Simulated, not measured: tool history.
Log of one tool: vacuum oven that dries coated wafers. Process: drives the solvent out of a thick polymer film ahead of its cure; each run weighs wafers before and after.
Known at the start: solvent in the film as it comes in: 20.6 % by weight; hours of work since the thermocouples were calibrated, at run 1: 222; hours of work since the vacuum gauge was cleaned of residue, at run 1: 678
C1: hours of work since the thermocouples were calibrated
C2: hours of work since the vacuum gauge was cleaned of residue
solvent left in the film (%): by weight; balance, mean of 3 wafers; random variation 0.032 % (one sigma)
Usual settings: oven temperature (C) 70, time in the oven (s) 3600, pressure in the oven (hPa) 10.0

Run 1, hour 0.0: usual settings; C1 222; C2 678. Result: solvent left in the film (%) 2.08.
Run 2, hour 9.0: usual settings; C1 228; C2 684. Result: solvent left in the film (%) 1.98.
Run 3, hour 24.7: usual settings; C1 238; C2 695. Result: solvent left in the film (%) 1.93.
Run 4, hour 41.2: usual settings; C1 249; C2 706. Result: solvent left in the film (%) 1.99.
Run 5, hour 49.8: usual settings; C1 255; C2 712. Result: solvent left in the film (%) 1.98.
Run 6, hour 58.5: usual settings; C1 261; C2 718. Result: solvent left in the film (%) 2.03.
Run 7, hour 75.4: usual settings; C1 272; C2 729. Result: solvent left in the film (%) 1.95.
Run 8, hour 88.8: usual settings; C1 281; C2 738. Result: solvent left in the film (%) 1.99.
Run 9, hour 100.3: usual settings; C1 289; C2 746. Result: solvent left in the film (%) 1.94.
Run 10, hour 112.2: usual settings but time in the oven (s) 2760; C1 297; C2 754. Result: solvent left in the film (%) 3.12.
Run 11, hour 129.0: usual settings; C1 308; C2 765. Result: solvent left in the film (%) 1.96.
Run 12, hour 146.3: usual settings but pressure in the oven (hPa) 17.6; C1 320; C2 776. Result: solvent left in the film (%) 2.38.
Run 13, hour 155.6: usual settings but pressure in the oven (hPa) 17.6; C1 326; C2 783. Result: solvent left in the film (%) 2.34.
Run 14, hour 173.3: usual settings but time in the oven (s) 2160, pressure in the oven (hPa) 17.6; C1 338; C2 794. Result: solvent left in the film (%) 4.51.
Run 15, hour 186.6: usual settings; C1 347; C2 803. Result: solvent left in the film (%) 1.97.
Run 16, hour 198.5: usual settings; C1 355; C2 811. Result: solvent left in the film (%) 1.97.
Run 17, hour 211.1: usual settings; C1 363; C2 820. Result: solvent left in the film (%) 1.94.
Run 18, hour 219.7: usual settings; C1 369; C2 826. Result: solvent left in the film (%) 2.01.
Run 19, hour 234.5: usual settings but time in the oven (s) 2880; C1 379; C2 836. Result: solvent left in the film (%) 2.79.
Run 20, hour 248.1: usual settings but time in the oven (s) 2820; C1 388; C2 845. Result: solvent left in the film (%) 2.97.
Run 21, hour 264.2: usual settings but time in the oven (s) 2820; C1 399; C2 855. Result: solvent left in the film (%) 2.95.
Run 22, hour 274.9: usual settings but oven temperature (C) 61, time in the oven (s) 3420, pressure in the oven (hPa) 6.5; C1 406; C2 863. Result: solvent left in the film (%) 5.89.
Run 23, hour 293.6: usual settings but oven temperature (C) 64, time in the oven (s) 6240; C1 418; C2 875. Result: solvent left in the film (%) 1.96.
Run 24, hour 311.8: usual settings but oven temperature (C) 64, time in the oven (s) 6240; C1 431; C2 887. Result: solvent left in the film (%) 1.92.
Run 25, hour 329.7: usual settings but oven temperature (C) 66; C1 443; C2 899. Result: solvent left in the film (%) 3.28.
Run 26, hour 340.7: usual settings but oven temperature (C) 83; C1 450; C2 907. Result: solvent left in the film (%) 0.40.
Run 27, hour 356.6: usual settings but oven temperature (C) 83, time in the oven (s) 3060, pressure in the oven (hPa) 12.7; C1 461; C2 917. Result: solvent left in the film (%) 0.50.
At hour 359.4: vacuum gauge cleaned of residue and calibrated.
Run 28, hour 372.3: usual settings but oven temperature (C) 83, time in the oven (s) 3060, pressure in the oven (hPa) 9.6; C1 470; C2 9. Result: solvent left in the film (%) 0.45.
Run 29, hour 388.6: usual settings but oven temperature (C) 83, time in the oven (s) 3060, pressure in the oven (hPa) 9.6; C1 481; C2 20. Result: solvent left in the film (%) 0.44.
Run 30, hour 409.0: usual settings but oven temperature (C) 83, time in the oven (s) 3060, pressure in the oven (hPa) 9.6; C1 495; C2 33. Result: solvent left in the film (%) 0.46.
Run 31, hour 424.1: usual settings but oven temperature (C) 59, pressure in the oven (hPa) 14.1; C1 505; C2 43. Result: solvent left in the film (%) 7.09.
At hour 432.3: vacuum gauge cleaned of residue and calibrated, once more.
Run 32, hour 443.9: usual settings but oven temperature (C) 80, time in the oven (s) 3300; C1 517; C2 8. Result: solvent left in the film (%) 0.42.
Run 33, hour 463.1: usual settings but oven temperature (C) 59, time in the oven (s) 2460, pressure in the oven (hPa) 10.8; C1 530; C2 21. Result: solvent left in the film (%) 8.80.
Run 34, hour 477.7: usual settings but oven temperature (C) 59, time in the oven (s) 2460, pressure in the oven (hPa) 10.8; C1 540; C2 30. Result: solvent left in the film (%) 8.89.
Run 35, hour 486.9: usual settings but oven temperature (C) 59, time in the oven (s) 2460, pressure in the oven (hPa) 10.8; C1 546; C2 37. Result: solvent left in the film (%) 8.79.
Run 36, hour 497.4: usual settings but oven temperature (C) 59, time in the oven (s) 2460, pressure in the oven (hPa) 22.1; C1 553; C2 44. Result: solvent left in the film (%) 9.28.
Run 37, hour 513.4: usual settings but oven temperature (C) 59, time in the oven (s) 2460, pressure in the oven (hPa) 22.1; C1 564; C2 54. Result: solvent left in the film (%) 9.44.
Run 38, hour 523.4: usual settings but oven temperature (C) 59, time in the oven (s) 2460, pressure in the oven (hPa) 22.1; C1 571; C2 61. Result: solvent left in the film (%) 9.42.
Run 39, hour 536.1: usual settings but oven temperature (C) 73, time in the oven (s) 3960, pressure in the oven (hPa) 22.1; C1 579; C2 70. Result: solvent left in the film (%) 1.44.

Hidden state at the last listed run before each entry between runs and at the first one after, where it differs:
Between runs 27 and 28: vacuum gauge cleaned of residue and calibrated (hour 359.4)
  true wafer temperature over the reading, C: 0.49 -> 0.51; true pressure over the reading, kPa: 0.247 -> 0.355
  measured less the result without the state, solvent left in the film (%): +0.06 -> +0.09
Between runs 31 and 32: vacuum gauge cleaned of residue and calibrated, once more (hour 432.3)
  true wafer temperature over the reading, C: 0.57 -> 0.59; true pressure over the reading, kPa: 0.364 -> -0.01
  measured less the result without the state, solvent left in the film (%): -0.10 -> -0.03
